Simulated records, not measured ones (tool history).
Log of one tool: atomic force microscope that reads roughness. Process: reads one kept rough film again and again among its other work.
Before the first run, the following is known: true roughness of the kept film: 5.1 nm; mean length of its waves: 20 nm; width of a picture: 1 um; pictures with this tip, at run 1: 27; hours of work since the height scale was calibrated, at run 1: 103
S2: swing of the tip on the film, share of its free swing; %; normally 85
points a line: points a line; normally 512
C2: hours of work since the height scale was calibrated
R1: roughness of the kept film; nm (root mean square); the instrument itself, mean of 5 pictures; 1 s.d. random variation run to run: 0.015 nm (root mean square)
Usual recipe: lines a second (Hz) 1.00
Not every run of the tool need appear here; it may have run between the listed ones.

run 1 hour=0.0 | lines_a_second_(Hz)=1.00 S2=85 points_a_line=512 | pictures_with_this_tip=27 C2=103 | R1=3.456
run 2 hour=6.6 | lines_a_second_(Hz)=1.00 S2=85 points_a_line=512 | pictures_with_this_tip=33 C2=106 | R1=3.422
run 3 hour=11.1 | lines_a_second_(Hz)=0.64 S2=85 points_a_line=512 | pictures_with_this_tip=37 C2=108 | R1=3.489
run 4 hour=19.6 | lines_a_second_(Hz)=2.90 S2=85 points_a_line=512 | pictures_with_this_tip=45 C2=112 | R1=2.800
run 5 hour=25.0 | lines_a_second_(Hz)=2.90 S2=85 points_a_line=512 | pictures_with_this_tip=50 C2=114 | R1=2.782
run 6 hour=30.1 | lines_a_second_(Hz)=2.90 S2=85 points_a_line=512 | pictures_with_this_tip=55 C2=116 | R1=2.791
run 7 hour=34.8 | lines_a_second_(Hz)=2.90 S2=85 points_a_line=512 | pictures_with_this_tip=59 C2=118 | R1=2.747
run 8 hour=42.7 | lines_a_second_(Hz)=1.00 S2=85 points_a_line=512 | pictures_with_this_tip=66 C2=122 | R1=3.218
run 9 hour=47.9 | lines_a_second_(Hz)=1.00 S2=85 points_a_line=512 | pictures_with_this_tip=71 C2=124 | R1=3.214
run 10 hour=55.6 | lines_a_second_(Hz)=1.00 S2=85 points_a_line=512 | pictures_with_this_tip=78 C2=127 | R1=3.165
run 11 hour=60.5 | lines_a_second_(Hz)=1.00 S2=85 points_a_line=512 | pictures_with_this_tip=83 C2=129 | R1=3.138
run 12 hour=68.0 | lines_a_second_(Hz)=0.88 S2=61 points_a_line=512 | pictures_with_this_tip=90 C2=132 | R1=3.391
run 13 hour=77.0 | lines_a_second_(Hz)=0.88 S2=61 points_a_line=512 | pictures_with_this_tip=98 C2=136 | R1=3.346
run 14 hour=82.7 | lines_a_second_(Hz)=0.88 S2=86 points_a_line=763 | pictures_with_this_tip=103 C2=139 | R1=3.101
run 15 hour=91.2 | lines_a_second_(Hz)=0.88 S2=86 points_a_line=763 | pictures_with_this_tip=111 C2=142 | R1=3.045
run 16 hour=101.0 | lines_a_second_(Hz)=1.00 S2=79 points_a_line=512 | pictures_with_this_tip=120 C2=147 | R1=3.080
run 17 hour=107.4 | lines_a_second_(Hz)=1.95 S2=85 points_a_line=588 | pictures_with_this_tip=126 C2=149 | R1=2.688
run 18 hour=114.7 | lines_a_second_(Hz)=1.95 S2=85 points_a_line=588 | pictures_with_this_tip=133 C2=152 | R1=2.672

Here are 5 independent what-if runs from the current tool condition. What would each one return?
run A hour=119.1 | lines_a_second_(Hz)=1.00 S2=63 points_a_line=512 | pictures_with_this_tip=137 C2=154 | R1=?
run B hour=119.1 | lines_a_second_(Hz)=3.19 S2=55 points_a_line=588 | pictures_with_this_tip=137 C2=154 | R1=?
run C hour=119.1 | lines_a_second_(Hz)=1.20 S2=85 points_a_line=588 | pictures_with_this_tip=137 C2=154 | R1=?
run D hour=119.1 | lines_a_second_(Hz)=0.83 S2=58 points_a_line=662 | pictures_with_this_tip=137 C2=154 | R1=?
run E hour=119.1 | lines_a_second_(Hz)=1.95 S2=85 points_a_line=459 | pictures_with_this_tip=137 C2=154 | R1=?

run=A R1=3.139
run=B R1=3.060
run=C R1=2.862
run=D R1=3.168
run=E R1=2.646
The same runs, with their run-to-run variation unchanged, on a tool lacking any hidden condition would have given:
run=A R1=3.909
run=B R1=3.810
run=C R1=3.565
run=D R1=3.945
run=E R1=3.294
